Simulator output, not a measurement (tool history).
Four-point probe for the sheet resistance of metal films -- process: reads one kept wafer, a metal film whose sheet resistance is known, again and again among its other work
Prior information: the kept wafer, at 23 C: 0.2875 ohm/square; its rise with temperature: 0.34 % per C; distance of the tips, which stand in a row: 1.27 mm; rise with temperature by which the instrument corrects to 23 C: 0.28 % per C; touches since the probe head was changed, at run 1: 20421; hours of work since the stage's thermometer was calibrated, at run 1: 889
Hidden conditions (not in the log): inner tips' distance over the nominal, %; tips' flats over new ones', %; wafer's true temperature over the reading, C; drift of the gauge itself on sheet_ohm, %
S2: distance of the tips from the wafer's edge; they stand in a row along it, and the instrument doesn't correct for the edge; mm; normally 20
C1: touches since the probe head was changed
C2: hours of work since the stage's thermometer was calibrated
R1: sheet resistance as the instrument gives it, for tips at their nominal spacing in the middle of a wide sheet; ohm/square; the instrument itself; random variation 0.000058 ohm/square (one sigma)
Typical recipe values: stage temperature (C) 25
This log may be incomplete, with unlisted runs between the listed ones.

{"run": 1, "day": 0.0, "stage temperature (C)": 25, "S2": 20, "C1": 20421, "C2": 889, "R1": 0.289028}
{"run": 2, "day": 2.467, "stage temperature (C)": 25, "S2": 20, "C1": 21091, "C2": 920, "R1": 0.289075}
{"run": 3, "day": 4.85, "stage temperature (C)": 25, "S2": 20, "C1": 21737, "C2": 949, "R1": 0.289045}
{"run": 4, "day": 7.204, "stage temperature (C)": 25, "S2": 20, "C1": 22377, "C2": 979, "R1": 0.289139}
{"run": 5, "day": 8.558, "stage temperature (C)": 25, "S2": 20, "C1": 22743, "C2": 995, "R1": 0.289129}
{"run": 6, "day": 9.662, "stage temperature (C)": 25, "S2": 20, "C1": 23043, "C2": 1009, "R1": 0.289226}
{"run": 7, "day": 11.192, "stage temperature (C)": 28, "S2": 20, "C1": 23457, "C2": 1028, "R1": 0.28961}
{"run": 8, "day": 13.717, "stage temperature (C)": 28, "S2": 20, "C1": 24143, "C2": 1059, "R1": 0.289742}
{"run": 9, "day": 14.808, "stage temperature (C)": 28, "S2": 20, "C1": 24439, "C2": 1073, "R1": 0.289625}
{"run": 10, "day": 16.967, "stage temperature (C)": 28, "S2": 20, "C1": 25025, "C2": 1100, "R1": 0.289609}
{"run": 11, "day": 19.196, "stage temperature (C)": 28, "S2": 20, "C1": 25629, "C2": 1127, "R1": 0.289821}
{"run": 12, "day": 21.717, "stage temperature (C)": 28, "S2": 49, "C1": 26314, "C2": 1159, "R1": 0.289176}
{"run": 13, "day": 24.029, "stage temperature (C)": 28, "S2": 49, "C1": 26941, "C2": 1187, "R1": 0.289151}
{"run": 14, "day": 26.304, "stage temperature (C)": 28, "S2": 49, "C1": 27558, "C2": 1215, "R1": 0.289337}
{"run": 15, "day": 27.717, "stage temperature (C)": 25, "S2": 20, "C1": 27942, "C2": 1233, "R1": 0.28923}
{"run": 16, "day": 30.017, "stage temperature (C)": 25, "S2": 20, "C1": 28565, "C2": 1262, "R1": 0.289204}
{"run": 17, "day": 32.017, "stage temperature (C)": 32, "S2": 20, "C1": 29108, "C2": 1286, "R1": 0.290514}
{"run": 18, "day": 34.383, "stage temperature (C)": 32, "S2": 20, "C1": 29750, "C2": 1316, "R1": 0.290436}
{"day": 35.783, "done": "stage's thermometer calibrated"}
{"run": 19, "day": 36.133, "stage temperature (C)": 30, "S2": 20, "C1": 30219, "C2": 4, "R1": 0.290123}
{"run": 20, "day": 38.362, "stage temperature (C)": 25, "S2": 43, "C1": 30824, "C2": 32, "R1": 0.288648}
{"run": 21, "day": 39.679, "stage temperature (C)": 25, "S2": 20, "C1": 31182, "C2": 48, "R1": 0.289215}
{"run": 22, "day": 41.671, "stage temperature (C)": 25, "S2": 20, "C1": 31721, "C2": 73, "R1": 0.289085}
{"run": 23, "day": 43.079, "stage temperature (C)": 25, "S2": 20, "C1": 32103, "C2": 90, "R1": 0.28912}
{"run": 24, "day": 44.908, "stage temperature (C)": 25, "S2": 20, "C1": 32600, "C2": 113, "R1": 0.289078}
{"run": 25, "day": 46.804, "stage temperature (C)": 33, "S2": 74, "C1": 33114, "C2": 137, "R1": 0.290038}
{"run": 26, "day": 48.204, "stage temperature (C)": 21, "S2": 74, "C1": 33495, "C2": 154, "R1": 0.287883}
{"run": 27, "day": 50.817, "stage temperature (C)": 19, "S2": 27, "C1": 34203, "C2": 186, "R1": 0.287783}
{"run": 28, "day": 53.279, "stage temperature (C)": 19, "S2": 27, "C1": 34871, "C2": 217, "R1": 0.287866}
{"run": 29, "day": 55.575, "stage temperature (C)": 29, "S2": 14, "C1": 35494, "C2": 245, "R1": 0.29059}
{"run": 30, "day": 58.129, "stage temperature (C)": 34, "S2": 20, "C1": 36187, "C2": 277, "R1": 0.290907}
{"run": 31, "day": 60.662, "stage temperature (C)": 34, "S2": 5, "C1": 36875, "C2": 309, "R1": 0.299895}
{"run": 32, "day": 61.95, "stage temperature (C)": 34, "S2": 5, "C1": 37224, "C2": 325, "R1": 0.29991}
{"run": 33, "day": 64.525, "stage temperature (C)": 26, "S2": 31, "C1": 37922, "C2": 356, "R1": 0.289161}
{"run": 34, "day": 66.908, "stage temperature (C)": 19, "S2": 29, "C1": 38568, "C2": 386, "R1": 0.287821}
{"run": 35, "day": 68.417, "stage temperature (C)": 20, "S2": 20, "C1": 38978, "C2": 405, "R1": 0.288447}
{"run": 36, "day": 70.879, "stage temperature (C)": 25, "S2": 3, "C1": 39646, "C2": 435, "R1": 0.313917}
{"run": 37, "day": 73.283, "stage temperature (C)": 26, "S2": 20, "C1": 40299, "C2": 465, "R1": 0.289388}
{"run": 38, "day": 74.762, "stage temperature (C)": 21, "S2": 4, "C1": 40700, "C2": 483, "R1": 0.302779}
{"run": 39, "day": 75.983, "stage temperature (C)": 31, "S2": 25, "C1": 41031, "C2": 499, "R1": 0.290194}
{"run": 40, "day": 78.6, "stage temperature (C)": 19, "S2": 13, "C1": 41741, "C2": 531, "R1": 0.289181}
{"run": 41, "day": 81.154, "stage temperature (C)": 19, "S2": 13, "C1": 42434, "C2": 563, "R1": 0.288982}
{"run": 42, "day": 82.8, "stage temperature (C)": 34, "S2": 13, "C1": 42881, "C2": 583, "R1": 0.29182}
{"run": 43, "day": 84.775, "stage temperature (C)": 29, "S2": 6, "C1": 43416, "C2": 608, "R1": 0.296357}
{"run": 44, "day": 86.871, "stage temperature (C)": 29, "S2": 6, "C1": 43985, "C2": 634, "R1": 0.296412}
{"run": 45, "day": 88.179, "stage temperature (C)": 22, "S2": 43, "C1": 44340, "C2": 650, "R1": 0.288355}

Selected run-to-run steps in R1, each split into two signed amounts: the part the tool would show with no hidden state at all (from settings, incoming material and random variation), and the remainder, which goes to the hidden state together with any gauge scatter not common to the measured and the hidden-state-free results:
Run 18 -> 19: stage temperature (C) 32 -> 30, stage's thermometer calibrated. R1 -0.000313 ohm/square: hidden state -0.000138, all else -0.000175.
Run 35 -> 36: stage temperature (C) 20 -> 25, S2 20 -> 3. R1 +0.025470 ohm/square: hidden state +0.000080, all else +0.025390.
Run 36 -> 37: stage temperature (C) 25 -> 26, S2 3 -> 20. R1 -0.024529 ohm/square: hidden state -0.000052, all else -0.024477.
Run 37 -> 38: stage temperature (C) 26 -> 21, S2 20 -> 4. R1 +0.013391 ohm/square: hidden state +0.000045, all else +0.013346.
